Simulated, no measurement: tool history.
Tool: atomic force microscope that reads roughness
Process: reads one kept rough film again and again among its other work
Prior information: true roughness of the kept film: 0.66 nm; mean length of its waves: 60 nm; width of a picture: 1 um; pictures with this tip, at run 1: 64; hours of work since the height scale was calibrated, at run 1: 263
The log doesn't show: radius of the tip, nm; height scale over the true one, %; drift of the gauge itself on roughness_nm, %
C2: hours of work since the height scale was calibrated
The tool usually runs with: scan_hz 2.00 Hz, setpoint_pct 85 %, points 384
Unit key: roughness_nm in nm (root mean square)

run 1 hour=0.0 | scan_hz=2.00 setpoint_pct=85 points=384 | pictures_with_this_tip=64 C2=263 | roughness_nm=0.543
run 2 hour=9.5 | scan_hz=2.00 setpoint_pct=85 points=901 | pictures_with_this_tip=84 C2=269 | roughness_nm=0.545
run 3 hour=21.2 | scan_hz=2.00 setpoint_pct=85 points=901 | pictures_with_this_tip=107 C2=277 | roughness_nm=0.542
run 4 hour=33.1 | scan_hz=2.00 setpoint_pct=85 points=901 | pictures_with_this_tip=131 C2=285 | roughness_nm=0.541
run 5 hour=42.6 | scan_hz=2.00 setpoint_pct=85 points=901 | pictures_with_this_tip=151 C2=291 | roughness_nm=0.540
run 6 hour=50.7 | scan_hz=0.81 setpoint_pct=85 points=384 | pictures_with_this_tip=167 C2=297 | roughness_nm=0.600
run 7 hour=63.5 | scan_hz=2.00 setpoint_pct=85 points=672 | pictures_with_this_tip=193 C2=305 | roughness_nm=0.539
run 8 hour=75.3 | scan_hz=0.77 setpoint_pct=87 points=508 | pictures_with_this_tip=217 C2=313 | roughness_nm=0.598
run 9 hour=85.7 | scan_hz=0.77 setpoint_pct=87 points=508 | pictures_with_this_tip=238 C2=320 | roughness_nm=0.597
run 10 hour=94.9 | scan_hz=0.77 setpoint_pct=87 points=508 | pictures_with_this_tip=257 C2=327 | roughness_nm=0.596

Below are 3 alternative next runs, each starting from the tool's condition after run 10. Predict each:
run A hour=103.5 | scan_hz=0.66 setpoint_pct=57 points=417 | pictures_with_this_tip=275 C2=332 | roughness_nm=?
run B hour=103.5 | scan_hz=0.55 setpoint_pct=87 points=508 | pictures_with_this_tip=275 C2=332 | roughness_nm=?
run C hour=103.5 | scan_hz=0.77 setpoint_pct=87 points=771 | pictures_with_this_tip=275 C2=332 | roughness_nm=?

run=A roughness_nm=0.637
run=B roughness_nm=0.607
run=C roughness_nm=0.596
Without the tool's unlogged condition, the same runs would have read:
run=A roughness_nm=0.649
run=B roughness_nm=0.618
run=C roughness_nm=0.607
